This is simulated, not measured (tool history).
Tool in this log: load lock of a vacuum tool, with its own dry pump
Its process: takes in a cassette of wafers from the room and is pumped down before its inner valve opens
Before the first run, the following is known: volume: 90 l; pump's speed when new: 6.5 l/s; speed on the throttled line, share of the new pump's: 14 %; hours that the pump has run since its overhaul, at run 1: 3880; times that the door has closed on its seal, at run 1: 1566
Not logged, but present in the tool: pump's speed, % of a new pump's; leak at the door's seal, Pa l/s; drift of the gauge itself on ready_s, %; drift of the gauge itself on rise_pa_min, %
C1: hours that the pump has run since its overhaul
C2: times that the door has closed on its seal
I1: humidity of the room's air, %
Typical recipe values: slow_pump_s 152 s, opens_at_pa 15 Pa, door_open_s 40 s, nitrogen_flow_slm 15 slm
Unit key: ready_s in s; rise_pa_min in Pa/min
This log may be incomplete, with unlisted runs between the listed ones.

run 1 day=0.000 | slow_pump_s=152 opens_at_pa=15 door_open_s=40 nitrogen_flow_slm=15 | C1=3880 C2=1566 | I1=43.9 | ready_s=259.1 rise_pa_min=0.022
run 2 day=3.579 | slow_pump_s=152 opens_at_pa=21 door_open_s=40 nitrogen_flow_slm=15 | C1=3966 C2=1660 | I1=45.0 | ready_s=255.9 rise_pa_min=0.031
run 3 day=5.679 | slow_pump_s=152 opens_at_pa=21 door_open_s=40 nitrogen_flow_slm=15 | C1=4016 C2=1714 | I1=47.5 | ready_s=253.0 rise_pa_min=0.027
run 4 day=9.454 | slow_pump_s=152 opens_at_pa=15 door_open_s=40 nitrogen_flow_slm=15 | C1=4106 C2=1813 | I1=45.7 | ready_s=261.7 rise_pa_min=0.027
run 5 day=14.004 | slow_pump_s=152 opens_at_pa=15 door_open_s=40 nitrogen_flow_slm=15 | C1=4216 C2=1932 | I1=43.7 | ready_s=259.1 rise_pa_min=0.027
run 6 day=18.904 | slow_pump_s=152 opens_at_pa=15 door_open_s=40 nitrogen_flow_slm=18 | C1=4333 C2=2059 | I1=44.4 | ready_s=259.7 rise_pa_min=0.027
run 7 day=23.371 | slow_pump_s=152 opens_at_pa=15 door_open_s=40 nitrogen_flow_slm=18 | C1=4440 C2=2176 | I1=45.3 | ready_s=259.2 rise_pa_min=0.027
run 8 day=25.529 | slow_pump_s=152 opens_at_pa=15 door_open_s=40 nitrogen_flow_slm=18 | C1=4492 C2=2232 | I1=43.3 | ready_s=259.4 rise_pa_min=0.028
run 9 day=29.925 | slow_pump_s=152 opens_at_pa=15 door_open_s=40 nitrogen_flow_slm=18 | C1=4598 C2=2347 | I1=42.1 | ready_s=258.0 rise_pa_min=0.030
run 10 day=32.333 | slow_pump_s=152 opens_at_pa=15 door_open_s=40 nitrogen_flow_slm=15 | C1=4656 C2=2410 | I1=42.9 | ready_s=262.2 rise_pa_min=0.029
run 11 day=35.838 | slow_pump_s=152 opens_at_pa=15 door_open_s=40 nitrogen_flow_slm=15 | C1=4740 C2=2501 | I1=42.4 | ready_s=258.7 rise_pa_min=0.033
run 12 day=40.742 | slow_pump_s=152 opens_at_pa=15 door_open_s=40 nitrogen_flow_slm=15 | C1=4857 C2=2629 | I1=45.2 | ready_s=259.7 rise_pa_min=0.031
run 13 day=43.446 | slow_pump_s=152 opens_at_pa=15 door_open_s=40 nitrogen_flow_slm=15 | C1=4922 C2=2700 | I1=46.4 | ready_s=259.8 rise_pa_min=0.036
run 14 day=46.962 | slow_pump_s=84 opens_at_pa=15 door_open_s=40 nitrogen_flow_slm=15 | C1=5007 C2=2791 | I1=45.8 | ready_s=201.8 rise_pa_min=0.033
run 15 day=51.888 | slow_pump_s=84 opens_at_pa=15 door_open_s=40 nitrogen_flow_slm=15 | C1=5125 C2=2920 | I1=46.0 | ready_s=203.8 rise_pa_min=0.036
run 16 day=54.467 | slow_pump_s=152 opens_at_pa=15 door_open_s=40 nitrogen_flow_slm=15 | C1=5187 C2=2987 | I1=42.9 | ready_s=260.6 rise_pa_min=0.033
run 17 day=56.558 | slow_pump_s=152 opens_at_pa=19 door_open_s=40 nitrogen_flow_slm=15 | C1=5237 C2=3042 | I1=43.1 | ready_s=255.7 rise_pa_min=0.037
run 18 day=59.492 | slow_pump_s=152 opens_at_pa=15 door_open_s=40 nitrogen_flow_slm=15 | C1=5307 C2=3118 | I1=43.5 | ready_s=259.1 rise_pa_min=0.032
run 19 day=64.004 | slow_pump_s=152 opens_at_pa=15 door_open_s=40 nitrogen_flow_slm=15 | C1=5416 C2=3236 | I1=41.7 | ready_s=258.9 rise_pa_min=0.029
run 20 day=68.271 | slow_pump_s=147 opens_at_pa=18 door_open_s=76 nitrogen_flow_slm=16 | C1=5518 C2=3347 | I1=42.9 | ready_s=254.7 rise_pa_min=0.049
run 21 day=72.800 | slow_pump_s=286 opens_at_pa=24 door_open_s=80 nitrogen_flow_slm=6 | C1=5627 C2=3465 | I1=42.9 | ready_s=369.2 rise_pa_min=0.060
run 22 day=75.933 | slow_pump_s=286 opens_at_pa=24 door_open_s=80 nitrogen_flow_slm=6 | C1=5702 C2=3547 | I1=44.0 | ready_s=371.5 rise_pa_min=0.051
run 23 day=79.062 | slow_pump_s=129 opens_at_pa=28 door_open_s=40 nitrogen_flow_slm=15 | C1=5777 C2=3629 | I1=47.8 | ready_s=230.9 rise_pa_min=0.036
run 24 day=84.096 | slow_pump_s=113 opens_at_pa=18 door_open_s=226 nitrogen_flow_slm=4 | C1=5898 C2=3760 | I1=46.3 | ready_s=227.2 rise_pa_min=0.113
run 25 day=88.908 | slow_pump_s=113 opens_at_pa=18 door_open_s=226 nitrogen_flow_slm=4 | C1=6013 C2=3885 | I1=42.1 | ready_s=224.0 rise_pa_min=0.105
run 26 day=92.138 | slow_pump_s=146 opens_at_pa=28 door_open_s=118 nitrogen_flow_slm=25 | C1=6091 C2=3970 | I1=48.0 | ready_s=246.6 rise_pa_min=0.057
run 27 day=94.983 | slow_pump_s=242 opens_at_pa=21 door_open_s=218 nitrogen_flow_slm=6 | C1=6159 C2=4044 | I1=41.4 | ready_s=333.3 rise_pa_min=0.099
run 28 day=98.829 | slow_pump_s=181 opens_at_pa=15 door_open_s=28 nitrogen_flow_slm=15 | C1=6251 C2=4144 | I1=44.1 | ready_s=288.7 rise_pa_min=0.043
run 29 day=103.129 | slow_pump_s=197 opens_at_pa=28 door_open_s=63 nitrogen_flow_slm=5 | C1=6355 C2=4257 | I1=44.5 | ready_s=289.7 rise_pa_min=0.055
run 30 day=107.458 | slow_pump_s=152 opens_at_pa=28 door_open_s=129 nitrogen_flow_slm=5 | C1=6459 C2=4369 | I1=44.2 | ready_s=252.8 rise_pa_min=0.079
run 31 day=112.396 | slow_pump_s=152 opens_at_pa=21 door_open_s=116 nitrogen_flow_slm=15 | C1=6577 C2=4498 | I1=42.4 | ready_s=260.8 rise_pa_min=0.062
run 32 day=115.250 | slow_pump_s=152 opens_at_pa=21 door_open_s=116 nitrogen_flow_slm=15 | C1=6646 C2=4573 | I1=44.6 | ready_s=257.3 rise_pa_min=0.067
run 33 day=118.867 | slow_pump_s=152 opens_at_pa=21 door_open_s=116 nitrogen_flow_slm=15 | C1=6732 C2=4667 | I1=44.5 | ready_s=257.4 rise_pa_min=0.064
run 34 day=122.538 | slow_pump_s=152 opens_at_pa=21 door_open_s=116 nitrogen_flow_slm=15 | C1=6821 C2=4763 | I1=45.9 | ready_s=259.9 rise_pa_min=0.070
run 35 day=125.308 | slow_pump_s=152 opens_at_pa=21 door_open_s=116 nitrogen_flow_slm=15 | C1=6887 C2=4835 | I1=48.1 | ready_s=259.5 rise_pa_min=0.073
run 36 day=130.233 | slow_pump_s=190 opens_at_pa=11 door_open_s=29 nitrogen_flow_slm=14 | C1=7005 C2=4963 | I1=49.2 | ready_s=299.6 rise_pa_min=0.048
run 37 day=134.383 | slow_pump_s=152 opens_at_pa=17 door_open_s=29 nitrogen_flow_slm=6 | C1=7105 C2=5072 | I1=43.4 | ready_s=258.6 rise_pa_min=0.046
run 38 day=138.658 | slow_pump_s=152 opens_at_pa=17 door_open_s=29 nitrogen_flow_slm=6 | C1=7207 C2=5183 | I1=43.7 | ready_s=261.5 rise_pa_min=0.044

Each row is a separate what-if for the run after 38, all from the same tool condition, not one after another. Results?
run A day=142.883 | slow_pump_s=96 opens_at_pa=17 door_open_s=113 nitrogen_flow_slm=6 | C1=7309 C2=5293 | I1=45.3 | ready_s=? rise_pa_min=?
run B day=142.883 | slow_pump_s=193 opens_at_pa=15 door_open_s=177 nitrogen_flow_slm=15 | C1=7309 C2=5293 | I1=42.7 | ready_s=? rise_pa_min=?
run C day=142.883 | slow_pump_s=117 opens_at_pa=15 door_open_s=40 nitrogen_flow_slm=15 | C1=7309 C2=5293 | I1=47.5 | ready_s=? rise_pa_min=?

run=A ready_s=214.4 rise_pa_min=0.077
run=B ready_s=298.0 rise_pa_min=0.083
run=C ready_s=234.5 rise_pa_min=0.044
The same runs, with their run-to-run variation unchanged, on a tool lacking any hidden condition would have given:
run=A ready_s=204.8 rise_pa_min=0.049
run=B ready_s=289.7 rise_pa_min=0.055
run=C ready_s=225.0 rise_pa_min=0.017
